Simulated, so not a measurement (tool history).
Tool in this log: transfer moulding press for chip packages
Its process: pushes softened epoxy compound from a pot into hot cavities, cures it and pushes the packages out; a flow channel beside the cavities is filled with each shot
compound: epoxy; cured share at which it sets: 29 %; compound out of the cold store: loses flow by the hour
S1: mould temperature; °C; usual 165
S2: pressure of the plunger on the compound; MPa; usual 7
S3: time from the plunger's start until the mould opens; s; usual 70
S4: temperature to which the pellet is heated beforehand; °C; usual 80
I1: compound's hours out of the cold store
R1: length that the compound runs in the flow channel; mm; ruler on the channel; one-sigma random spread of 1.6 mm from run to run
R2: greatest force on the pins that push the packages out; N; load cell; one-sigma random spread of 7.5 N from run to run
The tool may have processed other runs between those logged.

run	hour	S1	S2	S3	S4	I1	R1	R2
1	0	165	7	70	80	47.1	609	531
# hour 9.6: cavities cleaned with cleaning compound and waxed
2	14.9	171	7	70	80	45.1	608	431
3	27.7	171	7	92	80	40.6	624	356
4	38.8	165	7	70	88	23.1	700	623
# hour 43.5: cavities cleaned with cleaning compound and waxed, once more
5	50.9	165	7	70	88	21.4	705	376
6	59.1	165	7	60	80	15.8	731	717
7	69.4	165	7	70	73	40.7	629	502
8	81.9	165	7	70	73	13.3	741	637
9	89.3	165	7	55	80	22.1	702	1113
10	96	165	7	55	80	40.3	629	1043
11	105	165	7	55	80	45.3	607	1018
# hour 108.3: cavities cleaned with cleaning compound and waxed
12	119.1	165	7	70	80	46.4	603	373
13	130.1	165	7	70	80	42	617	449
14	137.5	165	7	70	84	27.6	672	531
# hour 143.9: plunger's sealing rings changed
15	152.3	171	7	108	80	19.3	715	328
16	164.9	171	7	108	80	19.3	710	314
17	172.7	171	7	108	80	16.5	724	329
# hour 175.3: cavities cleaned with cleaning compound and waxed
18	186	160	7	70	73	47.9	614	549
19	197.6	165	7	70	86	40	634	432
20	206.5	165	7	70	86	26.8	686	519
21	217	165	7	76	86	26.9	685	431
22	229.8	165	7	76	86	20.4	712	466
23	237.6	159	7	70	80	13.9	750	976
# hour 239.9: cavities cleaned with cleaning compound and waxed
24	251.6	158	7	79	90	27.1	690	444
25	263.3	165	7	70	90	40.9	623	443
26	270.7	165	6.22	108	90	22.8	656	286
27	281.3	165	6.22	108	90	34.9	610	304
28	293.8	158	7.92	83	85	12.9	797	636

Below are 3 alternative next runs, each starting from the tool's condition after run 28. Predict each:
# hour 304.5: cavities cleaned with cleaning compound and waxed
A	305.5	159	5.83	56	80	35.6	?	?
# hour 304.5: cavities cleaned with cleaning compound and waxed
B	305.5	166	6.42	81	80	13.7	?	?
# hour 304.5: cavities cleaned with cleaning compound and waxed
C	305.5	165	6.75	70	80	16.3	?	?

run	R1	R2
A	593	696
B	701	215
C	710	317
Take away the tool's hidden state, keep each run's random variation, and the runs would have read:
run	R1	R2
A	609	672
B	719	209
C	728	312
